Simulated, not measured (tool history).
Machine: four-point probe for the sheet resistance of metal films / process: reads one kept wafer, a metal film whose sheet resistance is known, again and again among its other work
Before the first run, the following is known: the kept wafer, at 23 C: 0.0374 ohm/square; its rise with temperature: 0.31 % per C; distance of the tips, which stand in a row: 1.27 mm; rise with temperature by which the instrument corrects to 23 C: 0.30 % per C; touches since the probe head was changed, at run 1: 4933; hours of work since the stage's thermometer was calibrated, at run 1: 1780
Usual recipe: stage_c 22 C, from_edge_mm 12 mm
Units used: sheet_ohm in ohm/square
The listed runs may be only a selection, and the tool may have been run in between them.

run,hour,stage_c,from_edge_mm,touches since the probe head was changed,hours of work since the stage's thermometer was calibrated,sheet_ohm
1,0,22,12,4933,1780,0.037617
2,16.9,22,12,5370,1790,0.037627
3,30.9,19,12,5732,1798,0.037608
4,50.3,19,12,6231,1810,0.037609
5,58.9,19,12,6454,1815,0.037594
6,79.3,19,12,6980,1828,0.037585
7,89.9,19,12,7252,1834,0.037593
8,98.7,23,34,7481,1840,0.037436
9,120,23,34,8030,1853,0.037424
10,141.3,23,34,8580,1865,0.037433
# hour 148.3: stage's thermometer calibrated
11,161.9,23,27,9100,8,0.037476
12,171.5,25,15,9346,14,0.037601
13,188.6,25,15,9788,24,0.037591
14,208.4,25,15,10298,36,0.0376

Here are 4 independent what-if runs from the current tool condition. What would each one return?
A,225.1,18,23,10732,47,?
B,225.1,20,12,10732,47,?
C,225.1,27,36,10732,47,?
D,225.1,24,16,10732,47,?

run,sheet_ohm
A,0.037466
B,0.037645
C,0.037477
D,0.037571
Take away the tool's hidden state, keep each run's random variation, and the runs would have read:
run,sheet_ohm
A,0.037424
B,0.037602
C,0.037434
D,0.037529
